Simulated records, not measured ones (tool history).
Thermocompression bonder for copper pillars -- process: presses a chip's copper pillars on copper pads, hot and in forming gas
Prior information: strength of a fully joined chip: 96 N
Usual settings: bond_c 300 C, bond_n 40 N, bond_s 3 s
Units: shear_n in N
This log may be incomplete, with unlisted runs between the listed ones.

| run | hour | bond_c | bond_n | bond_s | shear_n |
|---|---|---|---|---|---|
| 1 | 0.0 | 300 | 40 | 3 | 40.6 |
| 2 | 44.1 | 300 | 40 | 3 | 40.2 |
|  | 85.5 | heater calibrated with a thermocouple chip |
| 3 | 89.2 | 300 | 40 | 3 | 36.5 |
| 4 | 123.1 | 300 | 28 | 3 | 28.5 |
| 5 | 188.0 | 300 | 28 | 3 | 27.7 |
| 6 | 255.6 | 300 | 28 | 3 | 27.4 |
| 7 | 300.6 | 300 | 28 | 3 | 27.1 |
| 8 | 347.6 | 300 | 28 | 3 | 27.4 |
| 9 | 375.4 | 300 | 40 | 3 | 35.2 |
| 10 | 413.6 | 300 | 40 | 3 | 35.3 |
| 11 | 467.3 | 300 | 40 | 3 | 34.1 |
|  | 471.2 | forming gas filter changed |
| 12 | 514.6 | 300 | 40 | 3 | 36.6 |
| 13 | 545.5 | 300 | 40 | 3 | 37.6 |
| 14 | 606.4 | 300 | 40 | 3 | 36.8 |
| 15 | 671.6 | 300 | 40 | 7 | 50.1 |
| 16 | 715.8 | 300 | 40 | 7 | 48.6 |
|  | 723.5 | force cell calibrated |
| 17 | 782.5 | 300 | 40 | 7 | 46.9 |
|  | 826.4 | force cell calibrated, once more |
| 18 | 851.9 | 300 | 40 | 7 | 49.6 |
| 19 | 914.5 | 300 | 39 | 7 | 48.1 |
|  | 942.6 | forming gas filter changed |
| 20 | 945.0 | 300 | 39 | 9 | 56.7 |
| 21 | 989.7 | 300 | 52 | 2 | 39.9 |
| 22 | 1021.0 | 300 | 38 | 9 | 54.6 |
| 23 | 1082.6 | 300 | 38 | 9 | 55.2 |
| 24 | 1128.0 | 282 | 31 | 3 | 24.7 |
| 25 | 1191.0 | 302 | 40 | 3 | 39.6 |
| 26 | 1219.5 | 302 | 40 | 3 | 39.1 |
| 27 | 1253.0 | 302 | 40 | 3 | 38.8 |
| 28 | 1300.2 | 305 | 40 | 9 | 58.3 |
| 29 | 1336.2 | 272 | 50 | 2 | 24.7 |
| 30 | 1378.0 | 272 | 50 | 2 | 24.0 |
|  | 1412.5 | forming gas filter changed |
| 31 | 1445.6 | 326 | 52 | 5 | 71.0 |
| 32 | 1473.3 | 288 | 40 | 2 | 28.5 |
| 33 | 1517.9 | 288 | 40 | 2 | 28.2 |
| 34 | 1551.8 | 298 | 43 | 4 | 45.4 |
| 35 | 1614.5 | 298 | 43 | 4 | 44.3 |
| 36 | 1645.4 | 298 | 36 | 4 | 38.1 |
| 37 | 1701.5 | 298 | 36 | 4 | 38.9 |
| 38 | 1769.5 | 298 | 36 | 4 | 38.2 |
| 39 | 1800.8 | 295 | 40 | 2 | 30.5 |

Here are 4 independent what-if runs from the current tool condition. What would each one return?
| A | 1837.9 | 287 | 33 | 3 | ? |
| B | 1837.9 | 295 | 29 | 6 | ? |
| C | 1837.9 | 302 | 40 | 2 | ? |
| D | 1837.9 | 299 | 26 | 2 | ? |

| run | shear_n |
|---|---|
| A | 27.2 |
| B | 36.8 |
| C | 33.8 |
| D | 23.1 |
Take away the tool's hidden state, keep each run's random variation, and the runs would have read:
| run | shear_n |
|---|---|
| A | 26.4 |
| B | 36.1 |
| C | 33.1 |
| D | 22.4 |
